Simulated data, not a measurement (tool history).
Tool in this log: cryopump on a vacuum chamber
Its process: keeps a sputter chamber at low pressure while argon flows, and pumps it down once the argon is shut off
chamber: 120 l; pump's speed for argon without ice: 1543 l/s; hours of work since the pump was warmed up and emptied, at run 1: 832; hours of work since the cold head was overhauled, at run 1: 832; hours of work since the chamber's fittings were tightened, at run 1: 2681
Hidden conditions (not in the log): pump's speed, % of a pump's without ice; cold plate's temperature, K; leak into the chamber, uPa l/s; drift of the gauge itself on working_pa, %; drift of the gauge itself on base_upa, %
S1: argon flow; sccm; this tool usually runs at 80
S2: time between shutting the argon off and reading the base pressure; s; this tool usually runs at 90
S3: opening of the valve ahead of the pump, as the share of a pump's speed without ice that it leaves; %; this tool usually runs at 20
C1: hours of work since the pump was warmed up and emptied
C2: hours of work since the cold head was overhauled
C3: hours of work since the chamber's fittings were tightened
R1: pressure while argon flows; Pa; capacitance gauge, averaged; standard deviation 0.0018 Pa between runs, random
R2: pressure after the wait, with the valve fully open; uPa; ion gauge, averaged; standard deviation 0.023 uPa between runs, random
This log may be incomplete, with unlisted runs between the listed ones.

{"run": 1, "hour": 0.0, "S1": 80, "S2": 90, "S3": 20, "C1": 832, "C2": 832, "C3": 2681, "R1": 0.4524, "R2": 1.09}
{"run": 2, "hour": 99.0, "S1": 80, "S2": 90, "S3": 20, "C1": 901, "C2": 901, "C3": 2751, "R1": 0.4523, "R2": 1.14}
{"run": 3, "hour": 159.7, "S1": 80, "S2": 90, "S3": 20, "C1": 944, "C2": 944, "C3": 2794, "R1": 0.4554, "R2": 1.15}
{"hour": 223.7, "done": "pump warmed up, emptied and cooled again"}
{"run": 4, "hour": 285.2, "S1": 80, "S2": 90, "S3": 20, "C1": 43, "C2": 1029, "C3": 2879, "R1": 0.4388, "R2": 1.06}
{"run": 5, "hour": 355.5, "S1": 80, "S2": 90, "S3": 20, "C1": 93, "C2": 1079, "C3": 2928, "R1": 0.4395, "R2": 1.04}
{"run": 6, "hour": 469.4, "S1": 80, "S2": 90, "S3": 20, "C1": 173, "C2": 1159, "C3": 3008, "R1": 0.4423, "R2": 1.11}
{"run": 7, "hour": 533.7, "S1": 80, "S2": 90, "S3": 20, "C1": 219, "C2": 1204, "C3": 3054, "R1": 0.4417, "R2": 1.12}
{"run": 8, "hour": 646.7, "S1": 80, "S2": 56, "S3": 20, "C1": 298, "C2": 1284, "C3": 3134, "R1": 0.4424, "R2": 1.39}
{"run": 9, "hour": 720.3, "S1": 80, "S2": 90, "S3": 20, "C1": 350, "C2": 1336, "C3": 3185, "R1": 0.4447, "R2": 1.12}
{"run": 10, "hour": 848.3, "S1": 149, "S2": 203, "S3": 48, "C1": 441, "C2": 1426, "C3": 3276, "R1": 0.3525, "R2": 0.82}
{"run": 11, "hour": 902.0, "S1": 48, "S2": 27, "S3": 31, "C1": 478, "C2": 1464, "C3": 3314, "R1": 0.1744, "R2": 2.33}
{"run": 12, "hour": 979.6, "S1": 48, "S2": 27, "S3": 31, "C1": 533, "C2": 1519, "C3": 3368, "R1": 0.1747, "R2": 2.34}
{"run": 13, "hour": 1108.0, "S1": 60, "S2": 57, "S3": 43, "C1": 624, "C2": 1609, "C3": 3459, "R1": 0.1614, "R2": 1.51}
{"run": 14, "hour": 1203.7, "S1": 141, "S2": 55, "S3": 16, "C1": 691, "C2": 1677, "C3": 3526, "R1": 0.9839, "R2": 1.56}
{"run": 15, "hour": 1288.7, "S1": 80, "S2": 35, "S3": 16, "C1": 751, "C2": 1737, "C3": 3586, "R1": 0.5606, "R2": 2.01}
{"run": 16, "hour": 1371.4, "S1": 127, "S2": 60, "S3": 20, "C1": 809, "C2": 1795, "C3": 3645, "R1": 0.7177, "R2": 1.5}
{"hour": 1476.1, "done": "leaking fittings of the chamber tightened, without venting"}
{"run": 17, "hour": 1476.1, "S1": 131, "S2": 108, "S3": 37, "C1": 882, "C2": 1868, "C3": 0, "R1": 0.4104, "R2": 0.66}

Alternative continuations, all from the tool just after run 17; predict every row:
{"run": "A", "hour": 1529.6, "S1": 122, "S2": 108, "S3": 37, "C1": 920, "C2": 1905, "C3": 38, "R1": "?", "R2": "?"}
{"run": "B", "hour": 1529.6, "S1": 131, "S2": 30, "S3": 37, "C1": 920, "C2": 1905, "C3": 38, "R1": "?", "R2": "?"}
{"run": "C", "hour": 1529.6, "S1": 80, "S2": 127, "S3": 50, "C1": 920, "C2": 1905, "C3": 38, "R1": "?", "R2": "?"}
{"run": "D", "hour": 1529.6, "S1": 131, "S2": 108, "S3": 41, "C1": 920, "C2": 1905, "C3": 38, "R1": "?", "R2": "?"}
{"run": "E", "hour": 1529.6, "S1": 153, "S2": 108, "S3": 28, "C1": 920, "C2": 1905, "C3": 38, "R1": "?", "R2": "?"}

run=A R1=0.3878 R2=0.68
run=B R1=0.4132 R2=1.79
run=C R1=0.1929 R2=0.63
run=D R1=0.3782 R2=0.68
run=E R1=0.6291 R2=0.7
Without the tool's hidden state the same runs would have given:
run=A R1=0.3628 R2=0.63
run=B R1=0.3867 R2=1.73
run=C R1=0.1766 R2=0.57
run=D R1=0.3515 R2=0.62
run=E R1=0.598 R2=0.65

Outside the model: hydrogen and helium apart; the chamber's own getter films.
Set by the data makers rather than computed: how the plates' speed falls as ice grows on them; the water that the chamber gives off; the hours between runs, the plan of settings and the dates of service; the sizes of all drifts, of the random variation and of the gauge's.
